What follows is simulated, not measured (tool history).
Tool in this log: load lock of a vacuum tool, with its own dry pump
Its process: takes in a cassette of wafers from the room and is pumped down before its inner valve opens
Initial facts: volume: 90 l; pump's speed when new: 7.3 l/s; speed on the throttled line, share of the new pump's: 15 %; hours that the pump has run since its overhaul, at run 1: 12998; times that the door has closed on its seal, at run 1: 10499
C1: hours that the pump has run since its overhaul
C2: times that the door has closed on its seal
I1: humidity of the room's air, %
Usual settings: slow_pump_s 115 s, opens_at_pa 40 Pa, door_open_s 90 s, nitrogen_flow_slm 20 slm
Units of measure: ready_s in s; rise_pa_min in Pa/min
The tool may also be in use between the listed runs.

run 1 hour=0 | slow_pump_s=115 opens_at_pa=40 door_open_s=90 nitrogen_flow_slm=20 | C1=12998 C2=10499 | I1=46.6 | ready_s=201.9 rise_pa_min=0.195
run 2 hour=587.7 | slow_pump_s=115 opens_at_pa=40 door_open_s=90 nitrogen_flow_slm=20 | C1=13586 C2=13245 | I1=44.4 | ready_s=200.6 rise_pa_min=0.265
run 3 hour=967.6 | slow_pump_s=115 opens_at_pa=40 door_open_s=90 nitrogen_flow_slm=20 | C1=13966 C2=15021 | I1=46 | ready_s=202.2 rise_pa_min=0.313
run 4 hour=1481.6 | slow_pump_s=115 opens_at_pa=40 door_open_s=90 nitrogen_flow_slm=20 | C1=14480 C2=17423 | I1=45.5 | ready_s=202.4 rise_pa_min=0.381
run 5 hour=2077.4 | slow_pump_s=115 opens_at_pa=40 door_open_s=90 nitrogen_flow_slm=20 | C1=15076 C2=20207 | I1=48 | ready_s=202.1 rise_pa_min=0.484
-- hour=2183.6 door's seal changed, seat wiped
run 6 hour=2577.4 | slow_pump_s=115 opens_at_pa=40 door_open_s=90 nitrogen_flow_slm=20 | C1=15574 C2=1840 | I1=44.9 | ready_s=204 rise_pa_min=0.053
run 7 hour=3062.8 | slow_pump_s=115 opens_at_pa=40 door_open_s=90 nitrogen_flow_slm=10 | C1=16060 C2=4108 | I1=44.4 | ready_s=204.7 rise_pa_min=0.081
run 8 hour=3344.9 | slow_pump_s=115 opens_at_pa=40 door_open_s=90 nitrogen_flow_slm=10 | C1=16342 C2=5427 | I1=44.8 | ready_s=204.5 rise_pa_min=0.106
run 9 hour=3638.7 | slow_pump_s=115 opens_at_pa=40 door_open_s=90 nitrogen_flow_slm=10 | C1=16635 C2=6800 | I1=47.3 | ready_s=204 rise_pa_min=0.126
run 10 hour=4029.5 | slow_pump_s=115 opens_at_pa=40 door_open_s=90 nitrogen_flow_slm=6 | C1=17026 C2=8626 | I1=43.2 | ready_s=203 rise_pa_min=0.154
run 11 hour=4601.8 | slow_pump_s=115 opens_at_pa=40 door_open_s=150 nitrogen_flow_slm=20 | C1=17599 C2=11300 | I1=45 | ready_s=204.8 rise_pa_min=0.198
run 12 hour=4886.7 | slow_pump_s=115 opens_at_pa=40 door_open_s=150 nitrogen_flow_slm=20 | C1=17883 C2=12632 | I1=44.1 | ready_s=203.8 rise_pa_min=0.228
run 13 hour=5170.9 | slow_pump_s=115 opens_at_pa=40 door_open_s=214 nitrogen_flow_slm=20 | C1=18168 C2=13960 | I1=42 | ready_s=205.2 rise_pa_min=0.266
run 14 hour=5703.2 | slow_pump_s=99 opens_at_pa=43 door_open_s=223 nitrogen_flow_slm=12 | C1=18700 C2=16448 | I1=45.7 | ready_s=189.8 rise_pa_min=0.342
run 15 hour=5972 | slow_pump_s=99 opens_at_pa=43 door_open_s=223 nitrogen_flow_slm=12 | C1=18969 C2=17704 | I1=46.4 | ready_s=192.3 rise_pa_min=0.391
run 16 hour=6292.3 | slow_pump_s=99 opens_at_pa=41 door_open_s=66 nitrogen_flow_slm=43 | C1=19289 C2=19201 | I1=43.8 | ready_s=192 rise_pa_min=0.398
-- hour=6579.4 door's seal changed, seat wiped
run 17 hour=6719 | slow_pump_s=157 opens_at_pa=41 door_open_s=92 nitrogen_flow_slm=43 | C1=19714 C2=653 | I1=45.7 | ready_s=239.6 rise_pa_min=0.036
run 18 hour=6996.5 | slow_pump_s=115 opens_at_pa=40 door_open_s=38 nitrogen_flow_slm=17 | C1=19992 C2=1949 | I1=43.7 | ready_s=207.8 rise_pa_min=0.041
run 19 hour=7566.5 | slow_pump_s=115 opens_at_pa=40 door_open_s=38 nitrogen_flow_slm=22 | C1=20562 C2=4613 | I1=45.5 | ready_s=205.6 rise_pa_min=0.071
run 20 hour=7846.4 | slow_pump_s=115 opens_at_pa=40 door_open_s=38 nitrogen_flow_slm=22 | C1=20842 C2=5922 | I1=46.5 | ready_s=205.4 rise_pa_min=0.094
run 21 hour=8422.2 | slow_pump_s=115 opens_at_pa=28 door_open_s=38 nitrogen_flow_slm=18 | C1=21417 C2=8612 | I1=43.5 | ready_s=210.8 rise_pa_min=0.138
-- hour=8654.5 dry pump taken out, an overhauled one fitted
run 22 hour=8924.2 | slow_pump_s=150 opens_at_pa=40 door_open_s=90 nitrogen_flow_slm=11 | C1=270 C2=10930 | I1=48.4 | ready_s=226.1 rise_pa_min=0.199
run 23 hour=9252 | slow_pump_s=202 opens_at_pa=61 door_open_s=90 nitrogen_flow_slm=11 | C1=598 C2=12462 | I1=45.1 | ready_s=264.6 rise_pa_min=0.229
run 24 hour=9832.2 | slow_pump_s=202 opens_at_pa=61 door_open_s=90 nitrogen_flow_slm=11 | C1=1178 C2=15174 | I1=44.7 | ready_s=264.7 rise_pa_min=0.317

How the hidden state differs across the entries between the runs, from the last listed run before each to the first after it:
Between runs 5 and 6: door's seal changed, seat wiped (hour 2183.6)
  pump's speed, % of a new pump's: 90.5 -> 90.2; leak at the door's seal, Pa l/s: 0.6546 -> 0.0239
  the result without the hidden state subtracted from the measured one, ready_s: +8.3 -> +8.7 s; rise_pa_min: +0.437 -> +0.015 Pa/min
Between runs 16 and 17: door's seal changed, seat wiped (hour 6579.4)
  pump's speed, % of a new pump's: 88 -> 87.8; leak at the door's seal, Pa l/s: 0.5665 -> 0.0092
  the result without the hidden state subtracted from the measured one, ready_s: +11.2 -> +10.1 s; rise_pa_min: +0.375 -> +0.005 Pa/min
Between runs 21 and 22: dry pump taken out, an overhauled one fitted (hour 8654.5)
  pump's speed, % of a new pump's: 86.8 -> 97.6; leak at the door's seal, Pa l/s: 0.1642 -> 0.2312
  the result without the hidden state subtracted from the measured one, ready_s: +12.7 -> +2 s; rise_pa_min: +0.108 -> +0.154 Pa/min

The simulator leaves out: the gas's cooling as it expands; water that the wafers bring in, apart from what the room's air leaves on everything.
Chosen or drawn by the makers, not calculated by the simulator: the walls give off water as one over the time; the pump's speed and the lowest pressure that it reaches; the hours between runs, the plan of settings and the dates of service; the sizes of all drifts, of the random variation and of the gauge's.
